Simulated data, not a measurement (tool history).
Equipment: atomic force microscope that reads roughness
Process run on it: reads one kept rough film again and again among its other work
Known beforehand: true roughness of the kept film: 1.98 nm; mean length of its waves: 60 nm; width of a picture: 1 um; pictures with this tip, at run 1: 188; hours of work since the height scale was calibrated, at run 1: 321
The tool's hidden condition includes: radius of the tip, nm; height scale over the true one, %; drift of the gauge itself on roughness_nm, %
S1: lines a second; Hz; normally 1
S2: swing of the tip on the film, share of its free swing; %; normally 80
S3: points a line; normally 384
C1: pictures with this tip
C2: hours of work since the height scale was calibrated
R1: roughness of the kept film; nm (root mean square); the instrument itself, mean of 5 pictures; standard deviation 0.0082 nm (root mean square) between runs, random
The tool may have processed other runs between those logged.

run   hour    S1  S2   S3   C1   C2     R1
  1      0     1  80  384  188  321  1.745
       4.8  -- new tip fitted
  2   21.5     1  80  384   29  333  1.782
  3   44.4     1  80  384   69  346   1.77
  4   68.7     1  87  384  111  361  1.713
  5     79     1  80  384  129  367  1.768
  6  100.4     1  80  384  166  379  1.751
     103.2  -- height scale calibrated on a step standard
     117.7  -- new tip fitted
  7  118.3     1  80  384    2    9  1.787
  8  137.8     1  80  384   35   20   1.79
  9  161.1  1.17  74  829   76   34  1.795
 10  177.4  0.62  56  344  104   43  1.904
 11  189.2  0.62  56  344  125   50   1.88
     215.3  -- height scale calibrated on a step standard, once more
 12  215.3  0.62  56  344  168    0  1.852

Run 13, settings as shown, results not yet in. Your forecast:
     230.4  -- new tip fitted
 13  230.6  1.22  56  794   1   9   ?

{"run 13": {"R1": 1.909}}
With the hidden condition absent and the run-to-run variation left alone, this run would have shown R1 1.91 nm (root mean square).

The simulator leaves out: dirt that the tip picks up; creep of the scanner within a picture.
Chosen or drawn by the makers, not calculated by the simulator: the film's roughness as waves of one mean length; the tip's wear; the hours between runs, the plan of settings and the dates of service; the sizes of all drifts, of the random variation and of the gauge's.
